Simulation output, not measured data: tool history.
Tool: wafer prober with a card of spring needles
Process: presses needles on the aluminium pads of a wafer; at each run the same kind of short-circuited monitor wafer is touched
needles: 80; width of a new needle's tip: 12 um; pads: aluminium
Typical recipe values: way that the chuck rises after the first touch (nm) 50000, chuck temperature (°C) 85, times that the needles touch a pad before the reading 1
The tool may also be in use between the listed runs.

| run | hour | way that the chuck rises after the first touch (nm) | chuck temperature (°C) | times that the needles touch a pad before the reading | resistance of one needle with its contact and lead (mohm) | way that a needle slides on the pad (nm) |
|---|---|---|---|---|---|---|
| 1 | 0 | 50000 | 85 | 1 | 141 | 7474 |
|  | 5.6 | tips cleaned on abrasive film |
|  | 19.4 | tips cleaned on abrasive film |
|  | 30.5 | tips cleaned on abrasive film |
|  | 44.3 | tips cleaned on abrasive film |
| 2 | 49.5 | 50000 | 85 | 1 | 140 | 7467 |
|  | 57.8 | tips cleaned on abrasive film |
|  | 71.1 | tips cleaned on abrasive film |
| 3 | 77.2 | 50000 | 85 | 1 | 142 | 7463 |
|  | 82.8 | tips cleaned on abrasive film |
|  | 93.7 | height of the first contact set anew |
|  | 96.4 | tips cleaned on abrasive film |
|  | 107.5 | tips cleaned on abrasive film |
|  | 121.3 | tips cleaned on abrasive film |
| 4 | 130.9 | 50000 | 85 | 1 | 141 | 7450 |
|  | 133.7 | tips cleaned on abrasive film |
|  | 147.4 | tips cleaned on abrasive film |
|  | 159.8 | tips cleaned on abrasive film |
| 5 | 159.8 | 50000 | 50 | 1 | 135 | 7458 |
|  | 173.5 | tips cleaned on abrasive film |
|  | 187.3 | tips cleaned on abrasive film |
|  | 198.4 | tips cleaned on abrasive film |
|  | 212 | tips cleaned on abrasive film |
| 6 | 214.6 | 50000 | 50 | 1 | 134 | 7451 |
|  | 225.7 | tips cleaned on abrasive film |
|  | 239.5 | tips cleaned on abrasive film |
| 7 | 248.4 | 50000 | 50 | 1 | 134 | 7447 |
|  | 251.2 | tips cleaned on abrasive film |
|  | 264.7 | tips cleaned on abrasive film |
|  | 278.6 | tips cleaned on abrasive film |
|  | 292 | tips cleaned on abrasive film |
| 8 | 293.5 | 50000 | 50 | 1 | 136 | 7445 |
|  | 304.6 | tips cleaned on abrasive film |
|  | 304.9 | height of the first contact set anew |
|  | 318.3 | tips cleaned on abrasive film |
|  | 331.9 | tips cleaned on abrasive film |
|  | 342.9 | tips cleaned on abrasive film |
| 9 | 344.3 | 50000 | 50 | 1 | 134 | 7442 |
|  | 355.3 | tips cleaned on abrasive film |
|  | 366.4 | tips cleaned on abrasive film |
|  | 379.9 | tips cleaned on abrasive film |
|  | 391 | tips cleaned on abrasive film |
| 10 | 392 | 50000 | 50 | 1 | 137 | 7430 |
|  | 402.5 | tips cleaned on abrasive film |
|  | 415.4 | tips cleaned on abrasive film |
|  | 428.9 | tips cleaned on abrasive film |
| 11 | 432.2 | 50000 | 50 | 1 | 134 | 7418 |
|  | 440.3 | tips cleaned on abrasive film |
|  | 454.1 | tips cleaned on abrasive film |
|  | 465.2 | tips cleaned on abrasive film |
| 12 | 471.7 | 33000 | 61 | 2 | 148 | 4888 |
|  | 477.3 | tips cleaned on abrasive film |
|  | 490.6 | tips cleaned on abrasive film |
|  | 501.7 | tips cleaned on abrasive film |
|  | 512.8 | tips cleaned on abrasive film |
|  | 515.8 | height of the first contact set anew |
| 13 | 523.3 | 40000 | 111 | 2 | 149 | 5941 |
|  | 526.1 | tips cleaned on abrasive film |
|  | 539.6 | tips cleaned on abrasive film |
|  | 553 | tips cleaned on abrasive film |
| 14 | 554.4 | 63000 | 78 | 2 | 135 | 9344 |

Run 15, settings as shown, results not yet in. Your forecast:
|  | 565.2 | tips cleaned on abrasive film |
|  | 578.8 | tips cleaned on abrasive film |
|  | 592.2 | tips cleaned on abrasive film |
|  | 603.3 | tips cleaned on abrasive film |
| 15 | 609.4 | 57000 | 85 | 2 | ? | ? |

{"run 15": {"resistance of one needle with its contact and lead (mohm)": 141, "way that a needle slides on the pad (nm)": 8440}}
Without the tool's hidden state the same run would have given resistance of one needle with its contact and lead (mohm) 141, way that a needle slides on the pad (nm) 8511.

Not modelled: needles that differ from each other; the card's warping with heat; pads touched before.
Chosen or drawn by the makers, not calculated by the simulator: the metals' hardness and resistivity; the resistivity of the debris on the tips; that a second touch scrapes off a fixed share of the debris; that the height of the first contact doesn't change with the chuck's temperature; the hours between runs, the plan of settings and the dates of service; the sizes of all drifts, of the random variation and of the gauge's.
